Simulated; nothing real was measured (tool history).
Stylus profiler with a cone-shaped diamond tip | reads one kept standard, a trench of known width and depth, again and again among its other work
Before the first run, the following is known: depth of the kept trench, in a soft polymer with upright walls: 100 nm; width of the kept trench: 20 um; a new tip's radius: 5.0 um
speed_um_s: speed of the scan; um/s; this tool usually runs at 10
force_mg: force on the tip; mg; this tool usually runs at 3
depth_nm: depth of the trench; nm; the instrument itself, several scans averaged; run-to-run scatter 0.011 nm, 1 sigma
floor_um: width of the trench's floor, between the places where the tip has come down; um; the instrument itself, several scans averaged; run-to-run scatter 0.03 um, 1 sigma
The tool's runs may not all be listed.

{"run": 1, "hour": 0.0, "speed_um_s": 10, "force_mg": 3, "depth_nm": 100.74, "floor_um": 17.86}
{"run": 2, "hour": 46.9, "speed_um_s": 14, "force_mg": 3, "depth_nm": 100.75, "floor_um": 17.76}
{"run": 3, "hour": 102.9, "speed_um_s": 10, "force_mg": 3, "depth_nm": 100.76, "floor_um": 17.77}
{"run": 4, "hour": 142.4, "speed_um_s": 10, "force_mg": 3, "depth_nm": 100.75, "floor_um": 17.85}
{"run": 5, "hour": 228.9, "speed_um_s": 10, "force_mg": 3, "depth_nm": 100.73, "floor_um": 17.7}
{"run": 6, "hour": 267.9, "speed_um_s": 10, "force_mg": 3, "depth_nm": 100.72, "floor_um": 17.78}
{"run": 7, "hour": 345.6, "speed_um_s": 10, "force_mg": 3, "depth_nm": 100.72, "floor_um": 17.73}
{"run": 8, "hour": 390.7, "speed_um_s": 10, "force_mg": 3, "depth_nm": 100.72, "floor_um": 17.79}
{"run": 9, "hour": 429.6, "speed_um_s": 10, "force_mg": 3, "depth_nm": 100.72, "floor_um": 17.74}
{"run": 10, "hour": 480.0, "speed_um_s": 10, "force_mg": 3, "depth_nm": 100.71, "floor_um": 17.75}
{"run": 11, "hour": 542.6, "speed_um_s": 3, "force_mg": 3, "depth_nm": 100.73, "floor_um": 17.69}
{"run": 12, "hour": 583.8, "speed_um_s": 3, "force_mg": 3, "depth_nm": 100.69, "floor_um": 17.68}
{"run": 13, "hour": 647.7, "speed_um_s": 3, "force_mg": 3, "depth_nm": 100.69, "floor_um": 17.7}
{"run": 14, "hour": 686.4, "speed_um_s": 36, "force_mg": 3, "depth_nm": 100.71, "floor_um": 17.65}
{"run": 15, "hour": 738.1, "speed_um_s": 40, "force_mg": 2.38, "depth_nm": 100.56, "floor_um": 17.61}
{"run": 16, "hour": 790.1, "speed_um_s": 10, "force_mg": 1.83, "depth_nm": 100.45, "floor_um": 17.65}
{"run": 17, "hour": 859.5, "speed_um_s": 10, "force_mg": 3.11, "depth_nm": 100.72, "floor_um": 17.62}
{"run": 18, "hour": 930.1, "speed_um_s": 10, "force_mg": 3.11, "depth_nm": 100.7, "floor_um": 17.66}
{"run": 19, "hour": 1012.2, "speed_um_s": 10, "force_mg": 3.11, "depth_nm": 100.7, "floor_um": 17.63}
{"run": 20, "hour": 1085.5, "speed_um_s": 27, "force_mg": 4.84, "depth_nm": 101.01, "floor_um": 17.56}
{"run": 21, "hour": 1171.9, "speed_um_s": 2, "force_mg": 6.1, "depth_nm": 101.19, "floor_um": 17.61}
{"run": 22, "hour": 1250.9, "speed_um_s": 4, "force_mg": 2.18, "depth_nm": 100.5, "floor_um": 17.59}
{"run": 23, "hour": 1304.6, "speed_um_s": 10, "force_mg": 1.12, "depth_nm": 100.24, "floor_um": 17.56}
{"run": 24, "hour": 1356.3, "speed_um_s": 2, "force_mg": 2.91, "depth_nm": 100.63, "floor_um": 17.59}
{"run": 25, "hour": 1399.3, "speed_um_s": 28, "force_mg": 2.76, "depth_nm": 100.6, "floor_um": 17.54}
{"run": 26, "hour": 1484.8, "speed_um_s": 14, "force_mg": 4.37, "depth_nm": 100.9, "floor_um": 17.51}
{"run": 27, "hour": 1526.6, "speed_um_s": 9, "force_mg": 2.51, "depth_nm": 100.54, "floor_um": 17.51}

Alternative continuations, all from the tool just after run 27; predict every row:
{"run": "A", "hour": 1614.2, "speed_um_s": 31, "force_mg": 7.23, "depth_nm": "?", "floor_um": "?"}
{"run": "B", "hour": 1614.2, "speed_um_s": 5, "force_mg": 1.83, "depth_nm": "?", "floor_um": "?"}
{"run": "C", "hour": 1614.2, "speed_um_s": 10, "force_mg": 7.01, "depth_nm": "?", "floor_um": "?"}
{"run": "D", "hour": 1614.2, "speed_um_s": 17, "force_mg": 3.42, "depth_nm": "?", "floor_um": "?"}

run=A depth_nm=101.32 floor_um=17.47
run=B depth_nm=100.39 floor_um=17.5
run=C depth_nm=101.31 floor_um=17.55
run=D depth_nm=100.7 floor_um=17.49
Take away the tool's hidden state, keep each run's random variation, and the runs would have read:
run=A depth_nm=101.56 floor_um=17.94
run=B depth_nm=100.63 floor_um=17.96
run=C depth_nm=101.55 floor_um=18.02
run=D depth_nm=100.94 floor_um=17.95

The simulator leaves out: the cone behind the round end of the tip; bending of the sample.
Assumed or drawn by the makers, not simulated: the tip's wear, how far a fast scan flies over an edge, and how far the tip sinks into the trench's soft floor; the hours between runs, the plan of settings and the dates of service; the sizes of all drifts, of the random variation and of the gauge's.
